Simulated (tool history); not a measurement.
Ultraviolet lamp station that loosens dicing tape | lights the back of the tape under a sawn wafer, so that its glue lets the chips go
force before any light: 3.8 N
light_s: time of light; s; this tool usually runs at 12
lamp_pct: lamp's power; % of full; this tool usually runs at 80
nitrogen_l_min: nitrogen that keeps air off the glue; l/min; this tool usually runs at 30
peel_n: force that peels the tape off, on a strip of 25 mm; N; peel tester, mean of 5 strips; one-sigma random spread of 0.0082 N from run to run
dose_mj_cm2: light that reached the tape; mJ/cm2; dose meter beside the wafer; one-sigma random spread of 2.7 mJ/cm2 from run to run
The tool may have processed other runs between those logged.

run,hour,light_s,lamp_pct,nitrogen_l_min,peel_n,dose_mj_cm2
1,0.0,12,80,30,0.464,289
2,31.4,12,80,30,0.478,277
3,75.0,12,80,30,0.485,280
4,113.1,11,80,30,0.566,256
5,177.5,11,80,30,0.541,251
6,226.4,11,80,30,0.570,255
7,283.2,11,80,30,0.577,248
# hour 333.7: window cleaned of glue's vapour
8,343.3,11,80,30,0.546,263
9,408.6,12,80,30,0.501,286
10,452.0,12,80,30,0.474,284
11,493.2,12,80,30,0.511,276
12,551.1,10,82,21,0.733,240
13,617.1,10,84,21,0.760,244
14,665.8,22,76,21,0.269,473
15,719.3,8,80,30,0.963,180
16,748.3,8,66,30,1.187,152
17,788.3,8,72,42,0.945,165
18,853.6,10,97,26,0.581,270
19,902.1,10,97,26,0.574,270

Run 20 has not been measured yet. What should we expect?
20,949.1,10,97,26,?,?

peel_n: 0.607 N
dose_mj_cm2: 268 mJ/cm2
Were there no unlogged condition in the tool, this run, its random variation unchanged, would have produced peel_n 0.368 N, dose_mj_cm2 363 mJ/cm2.
